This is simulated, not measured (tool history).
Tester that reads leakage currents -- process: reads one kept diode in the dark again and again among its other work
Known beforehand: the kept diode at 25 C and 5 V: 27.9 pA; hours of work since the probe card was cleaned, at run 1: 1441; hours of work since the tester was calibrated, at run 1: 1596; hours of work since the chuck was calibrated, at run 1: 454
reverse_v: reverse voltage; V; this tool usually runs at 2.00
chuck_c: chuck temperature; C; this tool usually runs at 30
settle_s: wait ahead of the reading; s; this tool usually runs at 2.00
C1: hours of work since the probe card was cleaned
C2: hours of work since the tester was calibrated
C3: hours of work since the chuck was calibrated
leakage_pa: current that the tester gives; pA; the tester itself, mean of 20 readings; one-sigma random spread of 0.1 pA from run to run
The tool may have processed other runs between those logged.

run 1 day=0.000 | reverse_v=2.00 chuck_c=30 settle_s=2.00 | C1=1441 C2=1596 C3=454 | leakage_pa=30.30
run 2 day=6.375 | reverse_v=2.00 chuck_c=30 settle_s=2.00 | C1=1510 C2=1665 C3=522 | leakage_pa=30.15
run 3 day=10.625 | reverse_v=2.00 chuck_c=30 settle_s=2.00 | C1=1555 C2=1710 C3=568 | leakage_pa=30.03
run 4 day=16.629 | reverse_v=2.00 chuck_c=30 settle_s=2.00 | C1=1620 C2=1775 C3=633 | leakage_pa=30.10
run 5 day=20.117 | reverse_v=2.00 chuck_c=30 settle_s=2.00 | C1=1658 C2=1812 C3=670 | leakage_pa=29.96
run 6 day=24.058 | reverse_v=2.00 chuck_c=30 settle_s=2.00 | C1=1700 C2=1855 C3=712 | leakage_pa=30.09
run 7 day=28.217 | reverse_v=2.00 chuck_c=30 settle_s=2.00 | C1=1745 C2=1899 C3=757 | leakage_pa=30.13
run 8 day=32.154 | reverse_v=2.00 chuck_c=26 settle_s=2.00 | C1=1787 C2=1942 C3=800 | leakage_pa=21.27
run 9 day=37.750 | reverse_v=2.00 chuck_c=58 settle_s=2.00 | C1=1847 C2=2002 C3=860 | leakage_pa=278.23
run 10 day=43.458 | reverse_v=12.19 chuck_c=58 settle_s=2.00 | C1=1909 C2=2063 C3=921 | leakage_pa=598.88
run 11 day=48.938 | reverse_v=12.19 chuck_c=58 settle_s=2.00 | C1=1967 C2=2122 C3=980 | leakage_pa=595.38
run 12 day=53.212 | reverse_v=2.00 chuck_c=22 settle_s=2.00 | C1=2013 C2=2168 C3=1026 | leakage_pa=14.88
run 13 day=59.042 | reverse_v=2.00 chuck_c=22 settle_s=2.00 | C1=2076 C2=2231 C3=1089 | leakage_pa=14.92
run 14 day=64.221 | reverse_v=2.00 chuck_c=22 settle_s=2.00 | C1=2132 C2=2287 C3=1144 | leakage_pa=14.85
run 15 day=70.562 | reverse_v=2.00 chuck_c=22 settle_s=2.00 | C1=2200 C2=2355 C3=1213 | leakage_pa=14.95
run 16 day=74.671 | reverse_v=2.00 chuck_c=22 settle_s=2.00 | C1=2244 C2=2399 C3=1257 | leakage_pa=14.87
run 17 day=80.238 | reverse_v=2.00 chuck_c=30 settle_s=2.00 | C1=2304 C2=2459 C3=1317 | leakage_pa=30.22
run 18 day=83.342 | reverse_v=2.00 chuck_c=30 settle_s=0.34 | C1=2337 C2=2492 C3=1350 | leakage_pa=32.08
run 19 day=89.521 | reverse_v=2.00 chuck_c=30 settle_s=2.00 | C1=2404 C2=2559 C3=1417 | leakage_pa=29.97
-- day=91.996 probe card cleaned and baked
run 20 day=92.721 | reverse_v=1.39 chuck_c=30 settle_s=0.76 | C1=8 C2=2592 C3=1450 | leakage_pa=26.14
run 21 day=99.342 | reverse_v=14.70 chuck_c=44 settle_s=3.95 | C1=79 C2=2663 C3=1521 | leakage_pa=223.67
run 22 day=103.279 | reverse_v=8.69 chuck_c=20 settle_s=8.62 | C1=121 C2=2705 C3=1563 | leakage_pa=22.79
run 23 day=107.992 | reverse_v=8.69 chuck_c=20 settle_s=8.62 | C1=172 C2=2756 C3=1614 | leakage_pa=23.03
run 24 day=112.554 | reverse_v=8.69 chuck_c=49 settle_s=8.62 | C1=221 C2=2805 C3=1663 | leakage_pa=262.54
run 25 day=117.762 | reverse_v=2.00 chuck_c=43 settle_s=2.00 | C1=277 C2=2861 C3=1719 | leakage_pa=88.81
run 26 day=123.108 | reverse_v=2.00 chuck_c=36 settle_s=2.00 | C1=335 C2=2919 C3=1776 | leakage_pa=50.09
run 27 day=126.496 | reverse_v=2.00 chuck_c=36 settle_s=2.00 | C1=371 C2=2955 C3=1813 | leakage_pa=50.06
run 28 day=133.396 | reverse_v=2.00 chuck_c=36 settle_s=2.00 | C1=445 C2=3029 C3=1887 | leakage_pa=49.92
-- day=137.462 chuck's temperature calibrated
run 29 day=137.646 | reverse_v=2.00 chuck_c=31 settle_s=1.05 | C1=490 C2=3074 C3=2 | leakage_pa=33.11
run 30 day=141.908 | reverse_v=2.00 chuck_c=31 settle_s=1.05 | C1=536 C2=3120 C3=48 | leakage_pa=33.06
run 31 day=147.929 | reverse_v=4.74 chuck_c=27 settle_s=0.30 | C1=601 C2=3185 C3=113 | leakage_pa=38.77
run 32 day=153.571 | reverse_v=1.57 chuck_c=20 settle_s=8.58 | C1=661 C2=3245 C3=173 | leakage_pa=10.91
run 33 day=159.138 | reverse_v=7.00 chuck_c=27 settle_s=8.58 | C1=721 C2=3305 C3=233 | leakage_pa=38.71
run 34 day=164.808 | reverse_v=15.85 chuck_c=27 settle_s=0.93 | C1=782 C2=3366 C3=294 | leakage_pa=61.30
run 35 day=171.588 | reverse_v=15.85 chuck_c=27 settle_s=0.93 | C1=855 C2=3439 C3=367 | leakage_pa=60.84
run 36 day=174.888 | reverse_v=15.85 chuck_c=27 settle_s=0.93 | C1=891 C2=3475 C3=403 | leakage_pa=61.08
run 37 day=180.475 | reverse_v=5.14 chuck_c=32 settle_s=1.87 | C1=951 C2=3535 C3=463 | leakage_pa=53.53

Here are 4 independent what-if runs from the current tool condition. What would each one return?
run A day=187.542 | reverse_v=1.09 chuck_c=59 settle_s=3.81 | C1=1027 C2=3611 C3=539 | leakage_pa=?
run B day=187.542 | reverse_v=10.00 chuck_c=30 settle_s=2.00 | C1=1027 C2=3611 C3=539 | leakage_pa=?
run C day=187.542 | reverse_v=2.00 chuck_c=51 settle_s=3.35 | C1=1027 C2=3611 C3=539 | leakage_pa=?
run D day=187.542 | reverse_v=2.00 chuck_c=41 settle_s=2.00 | C1=1027 C2=3611 C3=539 | leakage_pa=?

run=A leakage_pa=233.21
run=B leakage_pa=60.76
run=C leakage_pa=164.59
run=D leakage_pa=75.46
Take away the tool's hidden state, keep each run's random variation, and the runs would have read:
run=A leakage_pa=233.16
run=B leakage_pa=60.71
run=C leakage_pa=164.55
run=D leakage_pa=75.44
